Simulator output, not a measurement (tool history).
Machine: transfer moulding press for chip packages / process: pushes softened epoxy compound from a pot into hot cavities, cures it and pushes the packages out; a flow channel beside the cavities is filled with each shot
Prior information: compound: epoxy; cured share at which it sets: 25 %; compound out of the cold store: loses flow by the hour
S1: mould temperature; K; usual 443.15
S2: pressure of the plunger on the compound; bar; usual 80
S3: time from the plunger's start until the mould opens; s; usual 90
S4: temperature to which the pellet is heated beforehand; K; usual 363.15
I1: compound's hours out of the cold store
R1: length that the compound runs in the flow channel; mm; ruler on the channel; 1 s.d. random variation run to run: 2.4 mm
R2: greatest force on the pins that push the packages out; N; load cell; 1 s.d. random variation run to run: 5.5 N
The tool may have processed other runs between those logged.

run	hour	S1	S2	S3	S4	I1	R1	R2
1	0	443.15	80	90	363.15	44	572	238
2	32.3	443.15	80	90	363.15	21.1	661	287
# hour 43.8: plunger's sealing rings changed
# hour 72: cavities cleaned with cleaning compound and waxed
3	72	443.15	80	90	363.15	32.8	632	182
4	104.1	443.15	80	90	363.15	35.1	621	275
5	123.4	443.15	80	90	363.15	16.3	700	301
6	145.4	443.15	80	90	363.15	9.6	725	320
# hour 155: cavities cleaned with cleaning compound and waxed
7	184.5	443.15	80	90	363.15	36.3	609	260
8	209.4	451.15	80	90	363.15	32.3	606	266
# hour 229.2: mould's thermocouples calibrated
# hour 240.7: cavities cleaned with cleaning compound and waxed
9	251.9	451.15	80	90	363.15	16.2	664	199
10	268.6	451.15	80	90	363.15	19.8	652	231
11	294.2	451.15	81.9	90	363.15	25.2	627	279
# hour 310.3: plunger's sealing rings changed
12	318.9	451.15	79.7	90	363.15	33.7	608	288
# hour 325.8: cavities cleaned with cleaning compound and waxed
13	361.5	443.15	80	90	365.15	20.7	680	283
14	391.9	443.15	80	90	365.15	24.8	655	309
# hour 409.5: cavities cleaned with cleaning compound and waxed
15	420.2	443.15	91.3	84	363.15	41	630	232
16	440.2	443.15	91.3	84	363.15	18.3	730	285
17	464	435.15	80	121	363.15	45.4	597	289
# hour 492.3: cavities cleaned with cleaning compound and waxed
18	493.9	435.15	80	121	363.15	18.6	706	197
19	520.8	443.15	80	108	363.15	47.4	560	240
20	541.7	448.15	80	108	368.15	35.2	589	268
21	558.9	448.15	80	108	368.15	32.7	597	273
# hour 574: plunger's sealing rings changed
# hour 579.3: cavities cleaned with cleaning compound and waxed
22	581.2	450.15	87.7	76	370.15	46.7	588	186
23	617	450.15	87.7	76	370.15	40.5	606	264
24	657.7	448.15	83.7	114	362.15	40.8	596	302
# hour 664.2: cavities cleaned with cleaning compound and waxed
25	685.9	448.15	83.7	114	362.15	34.6	618	225
26	708.9	442.15	80	117	363.15	29.5	640	265
27	733.1	442.15	80	117	363.15	24.3	658	286

Branching from run 27: 4 alternative next runs. What would each branch give?
# hour 743.4: mould's thermocouples calibrated
# hour 749.9: cavities cleaned with cleaning compound and waxed
A	760.2	443.15	97.5	90	363.15	42.6	?	?
# hour 743.4: mould's thermocouples calibrated
# hour 749.9: cavities cleaned with cleaning compound and waxed
B	760.2	445.15	80	83	360.15	30.1	?	?
# hour 743.4: mould's thermocouples calibrated
# hour 749.9: cavities cleaned with cleaning compound and waxed
C	760.2	449.15	80	85	371.15	23.5	?	?
# hour 743.4: mould's thermocouples calibrated
# hour 749.9: cavities cleaned with cleaning compound and waxed
D	760.2	445.15	70.2	117	364.15	18.4	?	?

run	R1	R2
A	645	219
B	624	222
C	644	200
D	630	201
What these runs would have given with no unlogged condition in the tool:
run	R1	R2
A	661	186
B	639	188
C	661	168
D	645	170
